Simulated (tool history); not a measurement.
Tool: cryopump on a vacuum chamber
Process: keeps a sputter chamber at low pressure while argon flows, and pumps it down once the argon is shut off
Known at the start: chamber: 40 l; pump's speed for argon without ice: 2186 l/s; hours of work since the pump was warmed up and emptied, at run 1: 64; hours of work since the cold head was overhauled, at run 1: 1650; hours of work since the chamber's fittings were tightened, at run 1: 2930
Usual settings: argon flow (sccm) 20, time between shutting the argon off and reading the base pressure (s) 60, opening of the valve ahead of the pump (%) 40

run	hour	argon flow (sccm)	time between shutting the argon off and reading the base pressure (s)	opening of the valve ahead of the pump (%)	hours of work since the pump was warmed up and emptied	hours of work since the cold head was overhauled	hours of work since the chamber's fittings were tightened	pressure while argon flows (Pa)	pressure after the wait (uPa)
1	0.0	20	60	40	64	1650	2930	0.0403	2.16
# hour 54.3: leaking fittings of the chamber tightened, without venting
2	99.3	20	110	40	118	1704	25	0.0405	0.72
3	195.1	20	110	40	172	1758	78	0.0417	0.70
4	281.2	20	110	40	220	1806	126	0.0425	0.76
5	386.6	20	110	40	278	1864	185	0.0443	0.82
6	475.6	20	257	40	328	1914	235	0.0455	0.58
# hour 520.2: pump warmed up, emptied and cooled again
7	587.1	20	60	40	37	1973	294	0.0402	1.19
8	644.2	20	28	40	69	2005	326	0.0403	2.26
9	742.7	20	28	40	124	2060	381	0.0412	2.23
10	844.9	20	28	27	181	2117	438	0.0613	2.32
11	930.3	20	28	27	229	2164	485	0.0615	2.41
12	993.2	20	60	19	264	2200	520	0.0873	1.37
13	1077.7	20	60	40	311	2247	568	0.0451	1.44
14	1127.1	20	60	42	338	2274	595	0.0449	1.49
# hour 1155.8: pump warmed up, emptied and cooled again
15	1225.8	20	60	40	39	2326	647	0.0402	1.33
16	1286.5	20	60	40	73	2360	681	0.0409	1.39
17	1370.0	20	60	40	119	2407	728	0.0419	1.37
18	1443.5	20	60	40	160	2448	769	0.0408	1.45
19	1545.4	11	30	40	217	2505	825	0.0236	2.32
20	1600.3	27	128	23	248	2535	856	0.0976	1.06
21	1646.0	28	60	27	273	2561	881	0.0878	1.56
22	1741.5	14	174	20	326	2614	935	0.0595	1.07
# hour 1789.6: pump warmed up, emptied and cooled again
23	1806.2	20	69	19	9	2647	968	0.0822	1.29
24	1865.7	22	56	19	42	2680	1001	0.0912	1.61
25	1955.4	22	56	19	92	2730	1051	0.0932	1.60
26	2026.6	22	121	19	132	2770	1091	0.0931	1.13
27	2093.3	20	35	28	169	2807	1128	0.0591	2.29
28	2175.9	20	21	18	215	2853	1174	0.0918	3.22
29	2242.9	16	127	54	253	2890	1211	0.0280	1.24
30	2329.7	16	94	16	301	2939	1260	0.0839	1.54
31	2398.6	20	66	50	339	2977	1298	0.0391	1.79
# hour 2427.5: pump warmed up, emptied and cooled again
32	2503.3	8	122	16	42	3033	1354	0.0393	1.16
33	2568.6	8	122	16	79	3069	1390	0.0396	1.18

How the hidden state differs across the entries between the runs, from the last listed run before each to the first after it:
Between runs 1 and 2: leaking fittings of the chamber tightened, without venting (hour 54.3)
  pump's speed, % of a pump's without ice: 95 -> 90.6; cold plate's temperature, K: 13.76 -> 13.81; leak into the chamber, uPa l/s: 2647 -> 364
  measured less the result without the state, pressure while argon flows (Pa): +0.0014 -> +0.0022; pressure after the wait (uPa): +1.15 -> +0.06
Between runs 6 and 7: pump warmed up, emptied and cooled again (hour 520.2)
  pump's speed, % of a pump's without ice: 73.3 -> 96.5; cold plate's temperature, K: 13.98 -> 14.03; leak into the chamber, uPa l/s: 535 -> 580
  measured less the result without the state, pressure while argon flows (Pa): +0.0065 -> +0.0013; pressure after the wait (uPa): +0.21 -> +0.15
Between runs 14 and 15: pump warmed up, emptied and cooled again (hour 1155.8)
  pump's speed, % of a pump's without ice: 70.6 -> 96.5; cold plate's temperature, K: 14.27 -> 14.32; leak into the chamber, uPa l/s: 828 -> 871
  measured less the result without the state, pressure while argon flows (Pa): +0.0075 -> +0.0013; pressure after the wait (uPa): +0.43 -> +0.30
Between runs 22 and 23: pump warmed up, emptied and cooled again (hour 1789.6)
  pump's speed, % of a pump's without ice: 72.4 -> 99.2; cold plate's temperature, K: 14.56 -> 14.59; leak into the chamber, uPa l/s: 1107 -> 1130
  measured less the result without the state, pressure while argon flows (Pa): +0.0050 -> +0.0010; pressure after the wait (uPa): +0.60 -> +0.40
Between runs 31 and 32: pump warmed up, emptied and cooled again (hour 2427.5)
  pump's speed, % of a pump's without ice: 70.6 -> 96.3; cold plate's temperature, K: 14.87 -> 14.91; leak into the chamber, uPa l/s: 1400 -> 1446
  measured less the result without the state, pressure while argon flows (Pa): +0.0078 -> +0.0007; pressure after the wait (uPa): +0.83 -> +0.58
